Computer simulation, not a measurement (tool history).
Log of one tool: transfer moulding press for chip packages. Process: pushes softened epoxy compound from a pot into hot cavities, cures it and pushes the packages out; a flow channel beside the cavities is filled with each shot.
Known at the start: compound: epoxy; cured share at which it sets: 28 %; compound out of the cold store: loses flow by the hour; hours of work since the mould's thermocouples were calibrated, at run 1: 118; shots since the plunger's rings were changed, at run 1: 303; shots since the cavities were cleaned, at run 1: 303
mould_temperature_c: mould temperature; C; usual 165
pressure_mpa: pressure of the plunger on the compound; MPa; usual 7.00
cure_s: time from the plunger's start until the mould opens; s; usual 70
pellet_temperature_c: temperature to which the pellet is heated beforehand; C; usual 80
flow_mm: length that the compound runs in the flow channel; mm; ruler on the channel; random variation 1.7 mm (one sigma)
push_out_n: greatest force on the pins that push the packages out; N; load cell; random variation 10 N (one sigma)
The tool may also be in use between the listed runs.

run,hour,mould_temperature_c,pressure_mpa,cure_s,pellet_temperature_c,hours of work since the mould's thermocouples were calibrated,shots since the plunger's rings were changed,shots since the cavities were cleaned,incoming compound's hours out of the cold store,flow_mm,push_out_n
1,0.0,165,7.00,70,80,118,303,303,44.9,495,628
2,8.1,165,7.00,70,80,122,416,416,47.7,482,659
3,20.5,171,7.00,70,80,130,588,588,34.9,509,612
4,30.9,165,7.00,70,80,136,733,733,43.8,496,752
# hour 33.5: cavities cleaned with cleaning compound and waxed
5,42.6,165,7.00,70,80,142,875,127,32.1,532,518
6,52.2,165,7.00,70,80,148,1009,261,21.3,568,630
7,64.6,165,7.00,70,80,156,1182,434,24.5,555,695
8,71.0,173,7.00,70,80,160,1270,522,8.2,591,611
9,80.2,173,6.43,70,80,165,1399,651,27.5,498,637
# hour 88.5: cavities cleaned with cleaning compound and waxed
10,89.3,173,6.43,70,80,170,1503,10,29.3,494,412
11,99.4,173,6.43,70,80,176,1645,152,33.6,478,493
12,111.6,173,6.43,70,80,183,1813,320,20.4,517,580

The next listed run, before its measurement:
13,122.4,173,6.43,70,80,190,1965,472,36.9,?,?

Run 13 gave flow_mm 467 mm, push_out_n 595 N.
Without the tool's hidden state the same run would have given flow_mm 485 mm, push_out_n 394 N.
